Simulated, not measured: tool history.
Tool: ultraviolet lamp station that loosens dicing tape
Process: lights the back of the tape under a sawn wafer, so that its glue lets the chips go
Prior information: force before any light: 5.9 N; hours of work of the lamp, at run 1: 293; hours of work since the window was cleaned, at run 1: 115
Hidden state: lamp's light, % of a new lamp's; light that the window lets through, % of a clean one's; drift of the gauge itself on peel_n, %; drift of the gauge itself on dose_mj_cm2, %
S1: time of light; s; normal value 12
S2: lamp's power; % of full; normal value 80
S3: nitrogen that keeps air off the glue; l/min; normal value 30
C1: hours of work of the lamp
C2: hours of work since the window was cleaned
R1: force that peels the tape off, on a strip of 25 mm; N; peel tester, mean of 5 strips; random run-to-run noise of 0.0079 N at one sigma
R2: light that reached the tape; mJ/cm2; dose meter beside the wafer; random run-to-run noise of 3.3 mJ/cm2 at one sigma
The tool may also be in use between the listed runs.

| run | day | S1 | S2 | S3 | C1 | C2 | R1 | R2 |
|---|---|---|---|---|---|---|---|---|
| 1 | 0.000 | 12 | 80 | 30 | 293 | 115 | 0.382 | 485 |
| 2 | 1.229 | 12 | 80 | 30 | 307 | 129 | 0.383 | 483 |
| 3 | 2.550 | 12 | 80 | 26 | 322 | 145 | 0.440 | 485 |
| 4 | 3.950 | 12 | 80 | 30 | 339 | 161 | 0.399 | 485 |
| 5 | 5.329 | 12 | 68 | 30 | 355 | 177 | 0.586 | 404 |
| 6 | 6.483 | 21 | 82 | 53 | 368 | 190 | 0.078 | 842 |
| 7 | 7.200 | 23 | 74 | 30 | 376 | 199 | 0.095 | 836 |
| 8 | 7.958 | 8 | 68 | 20 | 385 | 208 | 1.540 | 269 |
| 9 | 9.125 | 9 | 85 | 24 | 399 | 221 | 0.753 | 370 |
| 10 | 10.346 | 9 | 85 | 24 | 413 | 235 | 0.787 | 373 |

Here are 5 independent what-if runs from the current tool condition. What would each one return?
| A | 11.371 | 12 | 85 | 24 | 425 | 247 | ? | ? |
| B | 11.371 | 12 | 79 | 21 | 425 | 247 | ? | ? |
| C | 11.371 | 10 | 62 | 13 | 425 | 247 | ? | ? |
| D | 11.371 | 14 | 94 | 30 | 425 | 247 | ? | ? |
| E | 11.371 | 9 | 74 | 39 | 425 | 247 | ? | ? |

| run | R1 | R2 |
|---|---|---|
| A | 0.426 | 496 |
| B | 0.567 | 459 |
| C | 1.547 | 299 |
| D | 0.196 | 637 |
| E | 0.781 | 325 |
What these runs would have given with no unlogged condition in the tool:
| run | R1 | R2 |
|---|---|---|
| A | 0.306 | 567 |
| B | 0.416 | 524 |
| C | 1.283 | 341 |
| D | 0.138 | 727 |
| E | 0.596 | 371 |

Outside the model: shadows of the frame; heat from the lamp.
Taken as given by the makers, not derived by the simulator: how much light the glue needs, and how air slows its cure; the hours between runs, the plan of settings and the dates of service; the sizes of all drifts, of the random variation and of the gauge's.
